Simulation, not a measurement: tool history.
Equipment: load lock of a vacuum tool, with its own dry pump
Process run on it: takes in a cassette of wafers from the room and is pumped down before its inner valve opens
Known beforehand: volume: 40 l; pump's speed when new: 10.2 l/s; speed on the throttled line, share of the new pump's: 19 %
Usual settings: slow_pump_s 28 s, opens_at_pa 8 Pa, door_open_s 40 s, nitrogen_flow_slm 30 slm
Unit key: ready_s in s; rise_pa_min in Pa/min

run     hour  slow_pump_s  opens_at_pa  door_open_s  nitrogen_flow_slm  incoming humidity of the room's air, %  ready_s  rise_pa_min
  1      0.0           28            8           40                 30                                    44.8     61.3        0.041
  2    636.3           28            8           40                  5                                    43.5     61.4        0.061
  3   1065.3           28            8           40                  6                                    44.6     61.3        0.058
  4   1609.8           28            8           40                  6                                    45.6     61.6        0.064
  5   2164.6           28            8           40                  6                                    41.9     61.5        0.062
  6   2867.5           28            8           40                  6                                    45.1     61.4        0.063
  7   3162.8           28            8           40                  6                                    46.7     61.5        0.071
  8   3850.9           28            8           40                  6                                    48.5     62.1        0.070
  9   4502.8           28            8           40                  6                                    47.6     62.1        0.072
 10   5004.6           28            8           40                 20                                    45.8     62.2        0.050
 11   5589.9           28            8           40                 20                                    47.3     62.0        0.052
 12   6115.5           28            8           40                 30                                    42.4     62.2        0.051
 13   6401.1           28            8           40                 30                                    41.9     62.8        0.052
 14   7103.0           28            8           37                 30                                    43.4     62.5        0.049
 15   7796.9           28            8           40                 30                                    44.2     62.5        0.056
 16   8317.9           28            8           40                 30                                    45.5     62.5        0.056
 17   8733.6           28            8           40                 30                                    44.0     62.6        0.064
 18   9026.3           28           10           40                 30                                    47.1     62.0        0.062
 19   9613.3           28            8           64                 30                                    48.4     63.4        0.066
 20  10159.5           28            8           64                 30                                    41.7     63.0        0.073
 21  10675.0           28            8           85                 18                                    47.9     63.5        0.089
 22  11290.1           28            8           46                  6                                    47.7     63.1        0.097
     11737.9  -- dry pump taken out, an overhauled one fitted
 23  11917.6           28            8           46                  6                                    47.7     59.9        0.090
 24  12294.1           19            9           49                  9                                    47.0     52.2        0.092
 25  12745.6           33           13          219                 21                                    45.7     62.2        0.115
 26  13381.4           28            8           39                 16                                    45.0     60.1        0.089
 27  13722.6           28            8           39                 16                                    44.6     59.7        0.087
 28  14309.0           38            6          149                 41                                    46.3     69.6        0.091
 29  14896.8           18            6           29                 41                                    43.6     53.3        0.074
 30  15254.0           28            8           40                  8                                    45.4     60.6        0.098
 31  15614.8           28            8           40                  8                                    43.3     60.5        0.099
 32  16104.8           28           14           40                 13                                    47.6     58.0        0.094
 33  16778.8           25            7          142                  9                                    45.1     58.9        0.148
 34  17335.2           25           10          142                  9                                    44.9     57.8        0.144
 35  17783.6           23           11          163                 17                                    44.2     55.6        0.128
 36  18098.1           23           11          163                 17                                    43.5     55.3        0.128
 37  18635.8           28           11          179                 13                                    42.2     59.5        0.148

For each run, the measured value with the value that run would have given without the tool's hidden condition subtracted. The run-to-run variation is shared by both, the gauge scatter possibly not:
The tool's hidden condition here consists of: pump's speed, % of a new pump's; leak at the door's seal, Pa l/s; drift of the gauge itself on ready_s, %; drift of the gauge itself on rise_pa_min, %.
run  ready_s  rise_pa_min
  1     +1.1       +0.018
  2     +1.2       +0.019
  3     +1.3       +0.020
  4     +1.4       +0.022
  5     +1.5       +0.022
  6     +1.6       +0.025
  7     +1.7       +0.025
  8     +1.8       +0.027
  9     +2.0       +0.029
 10     +2.1       +0.030
 11     +2.2       +0.032
 12     +2.3       +0.033
 13     +2.3       +0.034
 14     +2.5       +0.036
 15     +2.6       +0.038
 16     +2.7       +0.039
 17     +2.8       +0.041
 18     +2.8       +0.041
 19     +3.0       +0.042
 20     +3.0       +0.045
 21     +3.2       +0.046
 22     +3.3       +0.049
 23     -0.2       +0.050
 24     -0.1       +0.052
 25     +0.0       +0.053
 26     +0.1       +0.056
 27     +0.1       +0.057
 28     +0.2       +0.059
 29     +0.3       +0.061
 30     +0.4       +0.063
 31     +0.5       +0.065
 32     +0.5       +0.066
 33     +0.7       +0.067
 34     +0.8       +0.070
 35     +0.9       +0.072
 36     +0.9       +0.073
 37     +1.0       +0.076
